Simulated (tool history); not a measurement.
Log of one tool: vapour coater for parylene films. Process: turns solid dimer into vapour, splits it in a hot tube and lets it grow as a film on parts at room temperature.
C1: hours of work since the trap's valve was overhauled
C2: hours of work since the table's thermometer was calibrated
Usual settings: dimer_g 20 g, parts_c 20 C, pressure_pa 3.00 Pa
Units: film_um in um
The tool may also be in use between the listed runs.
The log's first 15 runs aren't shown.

Run 16, day 6.150: usual settings; C1 249; C2 479. Result: film_um 8.24 um.
Run 17, day 6.600: usual settings; C1 259; C2 489. Result: film_um 8.29 um.
Run 18, day 6.867: usual settings; C1 265; C2 494. Result: film_um 8.24 um.
Run 19, day 7.417: usual settings; C1 276; C2 506. Result: film_um 8.26 um.
Run 20, day 7.700: usual settings but dimer_g 33 g, parts_c 26 C, pressure_pa 4.55 Pa; C1 283; C2 512. Result: film_um 9.66 um.
Run 21, day 8.238: usual settings but parts_c 32 C; C1 294; C2 524. Result: film_um 4.63 um.
Run 22, day 8.829: usual settings but dimer_g 15 g, parts_c 15 C, pressure_pa 4.04 Pa; C1 307; C2 536. Result: film_um 7.60 um.
Run 23, day 9.408: usual settings but dimer_g 15 g, parts_c 15 C, pressure_pa 4.04 Pa; C1 319; C2 549. Result: film_um 7.62 um.
Run 24, day 9.783: usual settings but dimer_g 11 g, pressure_pa 7.06 Pa; C1 327; C2 557. Result: film_um 4.00 um.
Run 25, day 10.167: usual settings but parts_c 25 C; C1 336; C2 565. Result: film_um 6.47 um.
Run 26, day 10.725: usual settings but dimer_g 25 g, pressure_pa 2.65 Pa; C1 348; C2 577. Result: film_um 10.51 um.
Run 27, day 11.212: usual settings but dimer_g 19 g, pressure_pa 11.48 Pa; C1 358; C2 588. Result: film_um 6.48 um.
Run 28, day 11.821: usual settings but dimer_g 19 g, pressure_pa 11.48 Pa; C1 371; C2 601. Result: film_um 6.45 um.
Run 29, day 12.371: usual settings but dimer_g 19 g, pressure_pa 11.48 Pa; C1 383; C2 613. Result: film_um 6.45 um.
Run 30, day 12.688: usual settings but dimer_g 19 g, pressure_pa 11.48 Pa; C1 390; C2 619. Result: film_um 6.47 um.
Run 31, day 13.317: usual settings but dimer_g 19 g, pressure_pa 2.27 Pa; C1 403; C2 633. Result: film_um 8.16 um.
Run 32, day 13.817: usual settings but dimer_g 19 g, pressure_pa 2.27 Pa; C1 414; C2 644. Result: film_um 8.19 um.
Run 33, day 14.208: usual settings but dimer_g 19 g, pressure_pa 2.27 Pa; C1 422; C2 652. Result: film_um 8.13 um.
Run 34, day 14.754: usual settings but dimer_g 19 g, pressure_pa 2.27 Pa; C1 434; C2 664. Result: film_um 8.10 um.
Run 35, day 15.117: usual settings but dimer_g 19 g, pressure_pa 2.75 Pa; C1 442; C2 672. Result: film_um 7.88 um.
Run 36, day 15.758: usual settings but dimer_g 19 g, pressure_pa 2.75 Pa; C1 456; C2 685. Result: film_um 7.94 um.
Run 37, day 16.042: usual settings but dimer_g 27 g, parts_c 17 C; C1 462; C2 691. Result: film_um 12.75 um.

3 ways to go on from here, each from the tool as it stands after run 37. What would each give?
Run A, day 16.333: usual settings but dimer_g 27 g, parts_c 17 C, pressure_pa 5.63 Pa; C1 468; C2 698. Result: film_um ?.
Run B, day 16.333: usual settings but dimer_g 27 g, parts_c 23 C; C1 468; C2 698. Result: film_um ?.
Run C, day 16.333: usual settings but dimer_g 35 g; C1 468; C2 698. Result: film_um ?.

run  film_um
  A    11.73
  B     9.56
  C    14.38
Without the tool's hidden state the same runs would have given:
run  film_um
  A    11.78
  B     9.60
  C    14.44
